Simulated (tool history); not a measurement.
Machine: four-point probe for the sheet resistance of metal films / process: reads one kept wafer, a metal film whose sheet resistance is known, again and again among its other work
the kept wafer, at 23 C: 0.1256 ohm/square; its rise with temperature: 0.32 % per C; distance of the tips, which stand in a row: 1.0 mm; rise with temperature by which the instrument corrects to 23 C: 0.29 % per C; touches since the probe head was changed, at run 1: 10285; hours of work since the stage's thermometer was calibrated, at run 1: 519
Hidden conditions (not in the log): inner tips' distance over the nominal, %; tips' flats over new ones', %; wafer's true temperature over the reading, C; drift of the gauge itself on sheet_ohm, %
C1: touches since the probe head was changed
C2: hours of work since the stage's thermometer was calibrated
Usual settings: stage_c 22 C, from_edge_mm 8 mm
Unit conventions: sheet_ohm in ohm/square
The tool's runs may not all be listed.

Run 1, hour 0: usual settings; C1 10285; C2 519. Result: sheet_ohm 0.126169 ohm/square.
Run 2, hour 8.4: usual settings; C1 10622; C2 524. Result: sheet_ohm 0.12618 ohm/square.
Run 3, hour 19.7: usual settings but from_edge_mm 21 mm; C1 11073; C2 531. Result: sheet_ohm 0.125278 ohm/square.
Run 4, hour 26.5: usual settings but from_edge_mm 21 mm; C1 11344; C2 535. Result: sheet_ohm 0.125304 ohm/square.
Run 5, hour 40.2: usual settings but from_edge_mm 21 mm; C1 11891; C2 543. Result: sheet_ohm 0.125322 ohm/square.
Run 6, hour 51.9: usual settings but from_edge_mm 21 mm; C1 12359; C2 550. Result: sheet_ohm 0.125323 ohm/square.
Run 7, hour 64.3: usual settings but from_edge_mm 66 mm; C1 12858; C2 557. Result: sheet_ohm 0.125159 ohm/square.
Run 8, hour 72.7: usual settings but from_edge_mm 66 mm; C1 13191; C2 562. Result: sheet_ohm 0.125146 ohm/square.
Run 9, hour 87.7: usual settings but from_edge_mm 66 mm; C1 13792; C2 571. Result: sheet_ohm 0.125215 ohm/square.
Run 10, hour 102.9: usual settings; C1 14401; C2 580. Result: sheet_ohm 0.126218 ohm/square.
Run 11, hour 111.4: usual settings but from_edge_mm 22 mm; C1 14738; C2 585. Result: sheet_ohm 0.125314 ohm/square.
Run 12, hour 125.1: usual settings but stage_c 20 C, from_edge_mm 40 mm; C1 15287; C2 593. Result: sheet_ohm 0.125079 ohm/square.
At hour 126.9: stage's thermometer calibrated.
Run 13, hour 135.2: usual settings but stage_c 20 C, from_edge_mm 40 mm; C1 15672; C2 5. Result: sheet_ohm 0.12519 ohm/square.
Run 14, hour 142.5: usual settings but stage_c 20 C, from_edge_mm 40 mm; C1 15962; C2 9. Result: sheet_ohm 0.125172 ohm/square.
Run 15, hour 156.7: usual settings but stage_c 20 C, from_edge_mm 40 mm; C1 16529; C2 17. Result: sheet_ohm 0.125184 ohm/square.
Run 16, hour 163.1: usual settings but stage_c 20 C, from_edge_mm 40 mm; C1 16785; C2 21. Result: sheet_ohm 0.125162 ohm/square.

Expected results for the next run?
Run 17, hour 177.9: usual settings but stage_c 20 C, from_edge_mm 14 mm; C1 17379; C2 30. Result: sheet_ohm ?.

Run 17 yielded sheet_ohm 0.125501 ohm/square.
The same run, on a tool lacking any hidden state, would have yielded sheet_ohm 0.125823 ohm/square.

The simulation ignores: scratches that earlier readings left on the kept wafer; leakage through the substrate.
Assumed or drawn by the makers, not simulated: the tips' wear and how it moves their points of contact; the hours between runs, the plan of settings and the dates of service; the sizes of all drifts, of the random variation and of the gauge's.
